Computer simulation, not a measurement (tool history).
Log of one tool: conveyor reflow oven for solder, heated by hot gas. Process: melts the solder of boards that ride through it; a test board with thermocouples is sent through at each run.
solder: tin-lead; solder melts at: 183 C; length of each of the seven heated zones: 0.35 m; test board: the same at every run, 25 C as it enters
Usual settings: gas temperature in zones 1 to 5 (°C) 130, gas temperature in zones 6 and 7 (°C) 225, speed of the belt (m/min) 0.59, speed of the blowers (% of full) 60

run,day,gas temperature in zones 1 to 5 (°C),gas temperature in zones 6 and 7 (°C),speed of the belt (m/min),speed of the blowers (% of full),highest temperature of the board (°C),time above the solder's melting point (s)
1,0,130,225,0.59,60,207.1,41.9
2,0.612,130,225,0.59,60,206.8,42.2
3,1.354,130,225,0.59,60,207.1,41.8
4,2.017,130,225,0.548,60,209.2,48.3
5,2.475,130,225,0.548,60,209.2,48.5
6,3.183,130,225,0.548,60,209,48.5
7,3.596,130,225,0.548,60,209.1,48.4
8,4.083,130,225,0.548,60,209,48.5
9,4.65,130,225,0.548,60,209,48.6
10,5.158,130,225,0.59,60,206.6,42
11,5.65,130,225,0.59,60,206.6,41.8
12,6.362,130,225,0.59,60,206.5,41.8
# day 6.579: belt drive overhauled, speed set with a stopwatch
13,7.362,130,225,0.59,60,206.4,42.1
14,7.821,130,225,0.59,60,206.4,42
15,8.754,130,225,0.59,60,206.4,41.8
# day 9.138: belt drive overhauled, speed set with a stopwatch, once more
16,9.317,130,225,0.59,60,206,40.3
17,9.992,130,225,0.59,60,205.7,40.2
18,10.771,142,225,0.59,60,208.2,46.8
19,11.262,142,225,0.59,60,208.3,46.8
20,11.908,142,238,0.59,74,223.3,59
21,12.767,142,238,0.59,74,223.5,58.9
22,13.5,122,230,0.59,60,208.2,40.4
23,14.138,127,213,0.59,60,195.2,25.8
24,14.538,128,222,0.556,59,204.3,41.1
25,15.396,128,222,0.556,59,204.5,40.7
26,16.038,128,222,0.556,59,204.3,40.9
27,16.833,128,222,0.556,59,204.3,40.9
28,17.5,130,215,0.59,55,195.3,26.6
29,18.167,128,216,0.612,90,204.1,38.6
30,18.95,130,225,0.612,90,212.4,46.4

The same runs without the tool's hidden state, with the same run-to-run variation:
The hidden state here: heat that the gas passes to the board, % of a clean oven's; belt's true speed, % of the reading; true gas temperature in zones 6 and 7 over the reading, C; drift of the gauge itself on peak_c, C; drift of the gauge itself on liquid_s, %.
run,highest temperature of the board (°C),time above the solder's melting point (s)
1,206.8,41.1
2,206.5,41.4
3,206.8,41
4,208.9,47.4
5,208.9,47.6
6,208.8,47.6
7,208.9,47.6
8,208.8,47.7
9,208.8,47.8
10,206.4,41.4
11,206.5,41.3
12,206.4,41.2
13,206.2,41.3
14,206.3,41.2
15,206.3,41.1
16,206.6,41.3
17,206.3,41.2
18,208.7,47.5
19,208.7,47.6
20,224.1,59.6
21,224.3,59.5
22,209.2,41.7
23,195.9,27.4
24,204.9,42.3
25,205.2,42
26,205,42.2
27,205.1,42.2
28,196,28.1
29,205.2,40.7
30,213.7,48

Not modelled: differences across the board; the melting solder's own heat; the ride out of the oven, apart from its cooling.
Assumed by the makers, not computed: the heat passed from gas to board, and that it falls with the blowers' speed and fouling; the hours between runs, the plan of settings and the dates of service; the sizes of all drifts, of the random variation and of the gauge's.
